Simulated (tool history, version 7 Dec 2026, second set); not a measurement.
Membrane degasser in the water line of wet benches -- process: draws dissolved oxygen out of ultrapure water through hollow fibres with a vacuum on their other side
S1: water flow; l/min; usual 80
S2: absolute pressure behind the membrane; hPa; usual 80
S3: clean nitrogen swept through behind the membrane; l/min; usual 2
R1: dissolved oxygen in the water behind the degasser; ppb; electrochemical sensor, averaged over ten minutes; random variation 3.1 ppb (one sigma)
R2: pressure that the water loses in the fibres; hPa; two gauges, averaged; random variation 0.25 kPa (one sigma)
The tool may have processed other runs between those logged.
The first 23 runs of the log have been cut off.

Run 24, hour 1211.6: usual settings but S1 74 l/min, S2 51.8 hPa, S3 2.32 l/min. Result: R1 204.6 ppb, R2 635.3 hPa.
At hour 1274.9: seals of the vacuum lines changed.
Run 25, hour 1284.5: usual settings but S1 74 l/min, S2 48.2 hPa. Result: R1 195.9 ppb, R2 634.7 hPa.
Run 26, hour 1316.8: usual settings but S3 1.2 l/min. Result: R1 616.3 ppb, R2 691.5 hPa.
Run 27, hour 1357.6: usual settings but S3 4.91 l/min. Result: R1 262.9 ppb, R2 688.5 hPa.
Run 28, hour 1422.6: usual settings but S2 146.4 hPa, S3 1.42 l/min. Result: R1 1136.7 ppb, R2 692.7 hPa.
Run 29, hour 1480.2: usual settings but S2 146.4 hPa, S3 1.42 l/min. Result: R1 1159.3 ppb, R2 691.3 hPa.
Run 30, hour 1531.3: usual settings but S2 146.4 hPa, S3 1.42 l/min. Result: R1 1157.2 ppb, R2 694.7 hPa.
Run 31, hour 1593.9: usual settings but S2 146.4 hPa, S3 1.42 l/min. Result: R1 1137.7 ppb, R2 691.3 hPa.
Run 32, hour 1642.7: usual settings but S1 73 l/min, S2 92.4 hPa, S3 4.07 l/min. Result: R1 310 ppb, R2 628.7 hPa.

Consider 3 possible next runs. They are alternatives, not a sequence: every one starts from the tool as it was left by run 32. What does each give?
Run A, hour 1686.3: usual settings but S1 58 l/min, S2 55.3 hPa, S3 4.07 l/min. Result: R1 ?, R2 ?.
Run B, hour 1686.3: usual settings but S2 60.4 hPa. Result: R1 ?, R2 ?.
Run C, hour 1686.3: usual settings but S2 180.6 hPa. Result: R1 ?, R2 ?.

run      R1     R2
  A   121.9  496.4
  B   308.4  692.8
  C  1139.2  685.9
With the hidden condition removed and each run's random variation left untouched, the same runs would have given:
run      R1     R2
  A   116.8  486.5
  B     300  679.1
  C  1132.1  672.4
